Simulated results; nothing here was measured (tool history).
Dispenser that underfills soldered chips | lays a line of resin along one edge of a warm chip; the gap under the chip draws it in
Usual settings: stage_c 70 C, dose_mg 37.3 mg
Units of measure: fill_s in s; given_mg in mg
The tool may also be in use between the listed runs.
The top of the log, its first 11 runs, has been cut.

run	hour	stage_c	dose_mg	fill_s	given_mg
12	56.2	70	37.3	283.2	36.8
# hour 60: new syringe of resin
13	61.1	75	37.3	191.3	36.71
14	64.9	75	37.3	210.2	36.84
15	70.3	70	37.3	305.9	36.68
# hour 72.4: new syringe of resin
16	74.6	61	37.3	344.2	36.56
17	79.9	70	37.3	275.7	36.69
# hour 84.9: new syringe of resin
18	85.7	70	36.8	231.3	36.01
19	91.4	70	36.8	281.8	36.07
20	96	83	34.7	189.1	33.89
# hour 97.4: new syringe of resin
21	99	83	34.7	144	33.89
22	103.6	65	45.4	325.3	44.31
# hour 109.4: dispensing valve cleaned and set on the balance
# hour 110.8: new syringe of resin
23	111.3	79	36.5	157.2	36.52
24	114.7	82	33.3	158	33.2
25	119.6	84	41.5	159.1	41.3
# hour 123.3: new syringe of resin
26	123.8	60	33.4	366.8	33.42
27	129.5	60	33.4	415.3	33.14
28	133.8	60	33.4	478.2	33.25
# hour 135.8: new syringe of resin
29	137.2	72	33.4	217.6	33.07
30	141.6	76	37.3	204.9	37.01
31	144.5	59	44.2	448.6	43.85
# hour 148.4: new syringe of resin
32	150.1	59	44.2	373.2	43.81
33	152.8	59	44.2	394.5	43.81
34	158.3	76	32.8	241.7	32.54
# hour 161.1: new syringe of resin
35	163.3	63	42.4	315.1	41.96

5 options for the next run, each taken on its own from the tool as it stands now. Forecast them:
A	168.2	70	34.6	?	?
B	168.2	59	44	?	?
C	168.2	63	43.4	?	?
D	168.2	82	37	?	?
E	168.2	74	44.6	?	?

run	fill_s	given_mg
A	289.8	34.14
B	431.8	43.38
C	361.9	42.81
D	174	36.52
E	232.2	43.97
What these runs would have given with no unlogged condition in the tool:
run	fill_s	given_mg
A	225.4	34.59
B	335.6	43.96
C	281.7	43.38
D	135.9	37.01
E	181.2	44.55
